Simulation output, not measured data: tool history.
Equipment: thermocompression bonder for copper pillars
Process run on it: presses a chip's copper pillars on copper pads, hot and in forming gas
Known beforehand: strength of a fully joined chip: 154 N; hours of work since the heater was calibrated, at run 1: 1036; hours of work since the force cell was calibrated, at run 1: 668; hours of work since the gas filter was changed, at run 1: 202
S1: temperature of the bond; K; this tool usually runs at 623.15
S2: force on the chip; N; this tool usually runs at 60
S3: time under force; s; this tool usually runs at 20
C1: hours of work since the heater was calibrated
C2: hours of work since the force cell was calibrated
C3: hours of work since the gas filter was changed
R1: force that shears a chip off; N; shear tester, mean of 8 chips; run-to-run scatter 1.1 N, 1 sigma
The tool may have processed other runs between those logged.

run     day      S1  S2  S3    C1    C2   C3     R1
  1   0.000  623.15  60  20  1036   668  202   94.8
  2   0.496  623.15  60  20  1043   675  210   93.4
  3   0.946  623.15  60  20  1050   683  217   93.9
  4   1.733  623.15  60  20  1063   695  229   94.3
  5   2.683  623.15  60  20  1078   710  244   93.6
  6   3.583  623.15  60  20  1092   724  258   94.2
  7   4.142  623.15  60  20  1100   733  267   93.3
  8   5.204  623.15  60  20  1117   749  284   94.6
  9   5.871  623.15  60  42  1128   760  294  112.6
      6.717  -- forming gas filter changed
 10   6.958  623.15  60  42  1144   776    4  116.9
 11   7.800  623.15  60  42  1157   790   17  115.5
 12   8.762  623.15  60  42  1173   805   32  116.1
 13   9.650  623.15  60  42  1186   819   46  113.4
 14  10.721  623.15  60  42  1203   835   63  116.0
 15  11.612  623.15  60  42  1217   849   77  116.8
 16  12.204  623.15  60  20  1226   858   86   92.6
 17  13.029  623.15  60  20  1239   871   99   94.6
 18  14.100  623.15  60  24  1256   888  116   98.5
 19  14.583  623.15  60  24  1264   896  123   96.8
 20  15.125  623.15  60  24  1272   904  132   97.5
 21  15.612  623.15  60  24  1280   912  139   99.4
 22  16.433  623.15  60  24  1293   925  152   99.8
 23  16.917  617.15  60  17  1300   932  160   84.7
 24  17.954  640.15  54  17  1316   949  176   98.9
 25  18.771  612.15  71  50  1329   961  189  114.9
 26  19.317  612.15  71  50  1338   970  197  112.9
     20.200  -- heater calibrated with a thermocouple chip
 27  20.421  630.15  60  20     3   986  213  106.7
 28  21.500  630.15  60  20    20  1003  230  108.3
 29  22.033  599.15  71  20    29  1011  239   88.7
 30  22.725  607.15  60  12    40  1022  249   76.5
 31  23.738  607.15  60  12    55  1038  265   76.4
 32  24.838  599.15  68  48    73  1055  282  110.3
 33  25.858  623.15  41  20    89  1071  298   88.8
     26.400  -- forming gas filter changed
 34  26.533  623.15  41  20    99  1081    2   93.1
 35  27.096  601.15  77  15   108  1090   11   86.6
 36  28.038  623.15  67  11   122  1105   26   93.5
 37  28.600  623.15  52  11   131  1114   34   82.5
 38  29.521  611.15  80  40   146  1128   49  122.9
 39  30.138  634.15  60  37   155  1138   59  129.2
 40  31.146  620.15  60  12   171  1153   74   86.0

Here are 3 independent what-if runs from the current tool condition. What would each one return?
  A  32.083  600.15  64  34  186  1168  89   ?
  B  32.083  609.15  51  12  186  1168  89   ?
  C  32.083  651.15  75  20  186  1168  89   ?

run     R1
  A   99.9
  B   73.4
  C  129.8
Without the tool's hidden state the same runs would have given:
run     R1
  A   98.7
  B   72.1
  C  129.4
